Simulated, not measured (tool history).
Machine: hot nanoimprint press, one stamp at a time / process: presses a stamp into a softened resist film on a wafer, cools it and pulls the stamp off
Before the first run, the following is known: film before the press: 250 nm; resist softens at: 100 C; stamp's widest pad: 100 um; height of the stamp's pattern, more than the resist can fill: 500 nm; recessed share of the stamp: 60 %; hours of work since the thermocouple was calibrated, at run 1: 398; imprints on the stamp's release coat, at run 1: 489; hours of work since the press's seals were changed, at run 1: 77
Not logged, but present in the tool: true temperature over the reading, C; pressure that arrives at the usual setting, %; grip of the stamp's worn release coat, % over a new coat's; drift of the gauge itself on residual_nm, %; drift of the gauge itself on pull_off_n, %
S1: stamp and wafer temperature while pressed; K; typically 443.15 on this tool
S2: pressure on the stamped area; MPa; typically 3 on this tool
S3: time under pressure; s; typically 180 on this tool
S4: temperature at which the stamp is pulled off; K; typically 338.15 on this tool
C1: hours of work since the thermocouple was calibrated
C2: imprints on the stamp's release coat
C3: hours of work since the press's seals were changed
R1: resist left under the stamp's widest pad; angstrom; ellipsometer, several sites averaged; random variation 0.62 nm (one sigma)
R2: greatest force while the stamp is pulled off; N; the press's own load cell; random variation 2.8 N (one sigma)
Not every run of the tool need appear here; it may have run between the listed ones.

run 1 day=0 | S1=443.15 S2=3 S3=180 S4=338.15 | C1=398 C2=489 C3=77 | R1=1064 R2=135
run 2 day=2.429 | S1=443.15 S2=3 S3=180 S4=338.15 | C1=422 C2=638 C3=101 | R1=1069 R2=136
run 3 day=4.983 | S1=443.15 S2=3 S3=340 S4=338.15 | C1=447 C2=795 C3=126 | R1=838 R2=137
run 4 day=8.304 | S1=443.15 S2=3 S3=340 S4=338.15 | C1=479 C2=999 C3=158 | R1=837 R2=135
run 5 day=9.908 | S1=443.15 S2=3 S3=340 S4=338.15 | C1=494 C2=1097 C3=174 | R1=843 R2=133
-- day=10.333 plate thermocouple calibrated
run 6 day=11.567 | S1=443.15 S2=3 S3=340 S4=338.15 | C1=12 C2=1191 C3=188 | R1=821 R2=138
run 7 day=15.017 | S1=443.15 S2=3 S3=340 S4=338.15 | C1=45 C2=1403 C3=222 | R1=829 R2=134
-- day=17.862 stamp cleaned and given a new release coat
run 8 day=18.383 | S1=443.15 S2=3 S3=340 S4=338.15 | C1=76 C2=32 C3=252 | R1=842 R2=139
run 9 day=20.275 | S1=442.15 S2=3 S3=180 S4=338.15 | C1=94 C2=148 C3=270 | R1=1123 R2=137
run 10 day=22.5 | S1=443.15 S2=3.89 S3=266 S4=331.15 | C1=116 C2=284 C3=292 | R1=811 R2=149

Run 11 is up next; what results do you expect?
run 11 day=23.938 | S1=443.15 S2=3.89 S3=221 S4=331.15 | C1=130 C2=373 C3=306 | R1=? R2=?

R1: 877 angstrom
R2: 148 N
With no hidden state in the tool, this same run would have given R1 864 angstrom, R2 147 N.

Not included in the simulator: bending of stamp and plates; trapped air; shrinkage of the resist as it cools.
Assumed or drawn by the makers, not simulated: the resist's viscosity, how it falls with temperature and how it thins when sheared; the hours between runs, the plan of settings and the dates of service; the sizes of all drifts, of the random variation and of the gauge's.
